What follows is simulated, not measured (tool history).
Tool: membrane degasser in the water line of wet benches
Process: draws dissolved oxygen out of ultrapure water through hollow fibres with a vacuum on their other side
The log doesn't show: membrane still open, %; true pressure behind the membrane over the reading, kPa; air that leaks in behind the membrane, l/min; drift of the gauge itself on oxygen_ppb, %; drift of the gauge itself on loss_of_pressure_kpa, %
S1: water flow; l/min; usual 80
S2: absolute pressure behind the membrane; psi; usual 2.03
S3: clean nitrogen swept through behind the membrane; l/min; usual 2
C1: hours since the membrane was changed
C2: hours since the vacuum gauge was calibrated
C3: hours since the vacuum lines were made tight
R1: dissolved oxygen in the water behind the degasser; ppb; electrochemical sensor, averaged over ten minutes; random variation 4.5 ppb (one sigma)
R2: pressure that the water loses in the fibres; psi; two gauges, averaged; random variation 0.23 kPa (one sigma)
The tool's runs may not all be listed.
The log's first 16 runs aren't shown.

Run 17, hour 1575.4: usual settings but S1 66 l/min, S2 1.46 psi; C1 4901; C2 2658; C3 5422. Result: R1 476.1 ppb, R2 6.83 psi.
Run 18, hour 1644: usual settings but S1 49 l/min, S2 4.6 psi, S3 3.9 l/min; C1 4970; C2 2727; C3 5490. Result: R1 772.6 ppb, R2 5.024 psi.
Run 19, hour 1704.1: usual settings but S1 49 l/min, S2 4.6 psi, S3 3.9 l/min; C1 5030; C2 2787; C3 5551. Result: R1 780.8 ppb, R2 5.052 psi.
Run 20, hour 1803.7: usual settings but S1 49 l/min, S2 4.6 psi, S3 3.9 l/min; C1 5130; C2 2887; C3 5650. Result: R1 786 ppb, R2 5.068 psi.
Run 21, hour 1860.3: usual settings but S1 75 l/min, S3 3.22 l/min; C1 5186; C2 2943; C3 5707. Result: R1 559.3 ppb, R2 7.758 psi.
Run 22, hour 1990: usual settings but S1 75 l/min, S3 3.22 l/min; C1 5316; C2 3073; C3 5836. Result: R1 562.3 ppb, R2 7.815 psi.
Run 23, hour 2108: usual settings but S1 62 l/min, S2 4.51 psi; C1 5434; C2 3191; C3 5955. Result: R1 1566.8 ppb, R2 6.451 psi.
Run 24, hour 2205.4: usual settings but S1 70 l/min, S2 1.61 psi, S3 3.67 l/min; C1 5531; C2 3288; C3 6052. Result: R1 359.6 ppb, R2 7.176 psi.
Run 25, hour 2306.6: usual settings but S2 1.32 psi, S3 1.1 l/min; C1 5633; C2 3390; C3 6153. Result: R1 754.7 ppb, R2 8.267 psi.
Run 26, hour 2414.2: usual settings but S3 1.65 l/min; C1 5740; C2 3497; C3 6261. Result: R1 983.3 ppb, R2 8.279 psi.
Run 27, hour 2503.9: usual settings but S2 4.1 psi; C1 5830; C2 3587; C3 6350. Result: R1 1751.1 ppb, R2 8.196 psi.
Run 28, hour 2586.8: usual settings but S1 75 l/min, S2 3.55 psi, S3 1.26 l/min; C1 5913; C2 3670; C3 6433. Result: R1 1996 ppb, R2 7.703 psi.
Run 29, hour 2697.6: usual settings but S1 128 l/min, S3 2.27 l/min; C1 6024; C2 3781; C3 6544. Result: R1 1259.9 ppb, R2 13.148 psi.
Run 30, hour 2810.6: usual settings but S1 128 l/min, S3 2.27 l/min; C1 6137; C2 3894; C3 6657. Result: R1 1266.3 ppb, R2 13.149 psi.
Run 31, hour 2941.9: usual settings but S1 120 l/min, S3 1.76 l/min; C1 6268; C2 4025; C3 6788. Result: R1 1380.8 ppb, R2 12.382 psi.
Run 32, hour 3025.1: usual settings but S3 4.9 l/min; C1 6351; C2 4108; C3 6872. Result: R1 442.8 ppb, R2 8.237 psi.

3 ways to go on from here, each from the tool as it stands after run 32. What would each give?
Run A, hour 3151.1: usual settings but S3 1.64 l/min; C1 6477; C2 4234; C3 6998. Result: R1 ?, R2 ?.
Run B, hour 3151.1: usual settings but S2 1.48 psi, S3 1.02 l/min; C1 6477; C2 4234; C3 6998. Result: R1 ?, R2 ?.
Run C, hour 3151.1: usual settings but S1 127 l/min, S2 1.39 psi, S3 0.92 l/min; C1 6477; C2 4234; C3 6998. Result: R1 ?, R2 ?.

run      R1      R2
  A  1011.9   8.237
  B   939.4   8.274
  C  1350.4  13.113
Without the tool's hidden state the same runs would have given:
run      R1      R2
  A   959.5   8.232
  B   890.7    8.27
  C  1280.3  13.107
